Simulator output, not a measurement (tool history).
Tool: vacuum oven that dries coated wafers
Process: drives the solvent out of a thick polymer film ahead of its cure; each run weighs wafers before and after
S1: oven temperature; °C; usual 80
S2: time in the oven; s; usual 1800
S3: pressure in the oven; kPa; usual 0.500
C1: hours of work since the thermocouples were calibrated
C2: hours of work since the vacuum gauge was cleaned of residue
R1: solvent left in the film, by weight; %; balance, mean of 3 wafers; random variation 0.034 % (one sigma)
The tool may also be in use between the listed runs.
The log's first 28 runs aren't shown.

| run | day | S1 | S2 | S3 | C1 | C2 | R1 |
|---|---|---|---|---|---|---|---|
| 29 | 48.192 | 80 | 1800 | 0.358 | 982 | 932 | 0.85 |
| 30 | 49.579 | 85 | 1980 | 1.321 | 1002 | 952 | 0.64 |
| 31 | 50.779 | 81 | 1980 | 0.500 | 1020 | 970 | 0.60 |
| 32 | 52.642 | 92 | 900 | 0.456 | 1048 | 998 | 0.76 |
| 33 | 54.783 | 71 | 900 | 1.174 | 1079 | 1030 | 5.92 |
| 34 | 57.208 | 71 | 900 | 1.174 | 1115 | 1065 | 5.95 |
| 35 | 58.321 | 71 | 900 | 1.174 | 1132 | 1082 | 5.87 |
| 36 | 60.246 | 91 | 2160 | 0.957 | 1160 | 1110 | 0.28 |

Run 37 comes next. What will it give?
| 37 | 61.408 | 75 | 1800 | 0.500 | 1178 | 1128 | ? |

R1: 1.69 %
Without the tool's hidden state the same run would have given R1 1.68 %.
